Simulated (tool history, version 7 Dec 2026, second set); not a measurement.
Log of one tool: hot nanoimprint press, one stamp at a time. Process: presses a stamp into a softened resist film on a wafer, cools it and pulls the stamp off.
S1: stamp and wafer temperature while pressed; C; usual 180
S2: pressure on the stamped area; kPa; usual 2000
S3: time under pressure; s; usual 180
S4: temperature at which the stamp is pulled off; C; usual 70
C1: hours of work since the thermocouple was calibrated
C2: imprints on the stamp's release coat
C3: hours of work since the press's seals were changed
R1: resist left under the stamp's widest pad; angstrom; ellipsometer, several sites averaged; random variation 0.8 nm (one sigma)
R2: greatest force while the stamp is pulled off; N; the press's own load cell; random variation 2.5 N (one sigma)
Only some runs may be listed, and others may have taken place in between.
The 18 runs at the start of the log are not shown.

| run | day | S1 | S2 | S3 | S4 | C1 | C2 | C3 | R1 | R2 |
|---|---|---|---|---|---|---|---|---|---|---|
| 19 | 11.871 | 180 | 3010 | 180 | 67 | 186 | 252 | 127 | 2762 | 126 |
| 20 | 12.442 | 180 | 1540 | 121 | 72 | 192 | 282 | 133 | 4332 | 121 |
| 21 | 13.188 | 178 | 1540 | 121 | 59 | 200 | 322 | 141 | 4503 | 156 |
| 22 | 13.808 | 178 | 1540 | 121 | 73 | 207 | 356 | 148 | 4516 | 116 |
| 23 | 14.296 | 178 | 1540 | 121 | 73 | 212 | 382 | 153 | 4492 | 120 |
| 24 | 14.858 | 180 | 2000 | 180 | 57 | 218 | 412 | 159 | 3408 | 173 |
| 25 | 15.446 | 180 | 2640 | 180 | 56 | 225 | 443 | 165 | 2965 | 167 |
| 26 | 15.983 | 180 | 2640 | 180 | 56 | 230 | 472 | 171 | 2979 | 161 |
| 27 | 16.85 | 180 | 2640 | 180 | 56 | 240 | 518 | 181 | 2978 | 163 |
| 28 | 17.467 | 180 | 2640 | 180 | 56 | 246 | 551 | 187 | 2978 | 169 |
| 29 | 17.904 | 180 | 2000 | 180 | 63 | 251 | 574 | 192 | 3411 | 150 |
| 30 | 18.617 | 188 | 2000 | 148 | 70 | 259 | 612 | 200 | 3027 | 134 |
| 31 | 19.154 | 188 | 2000 | 245 | 70 | 265 | 641 | 206 | 2516 | 137 |

Each row is a separate what-if for the run after 31, all from the same tool condition, not one after another. Results?
| A | 19.712 | 183 | 1790 | 245 | 70 | 271 | 671 | 212 | ? | ? |
| B | 19.712 | 170 | 2000 | 106 | 70 | 271 | 671 | 212 | ? | ? |
| C | 19.712 | 188 | 1600 | 245 | 60 | 271 | 671 | 212 | ? | ? |

| run | R1 | R2 |
|---|---|---|
| A | 3016 | 133 |
| B | 5009 | 132 |
| C | 2831 | 166 |
With no hidden state in the tool, these same runs would have given:
| run | R1 | R2 |
|---|---|---|
| A | 2937 | 114 |
| B | 4906 | 113 |
| C | 2761 | 143 |

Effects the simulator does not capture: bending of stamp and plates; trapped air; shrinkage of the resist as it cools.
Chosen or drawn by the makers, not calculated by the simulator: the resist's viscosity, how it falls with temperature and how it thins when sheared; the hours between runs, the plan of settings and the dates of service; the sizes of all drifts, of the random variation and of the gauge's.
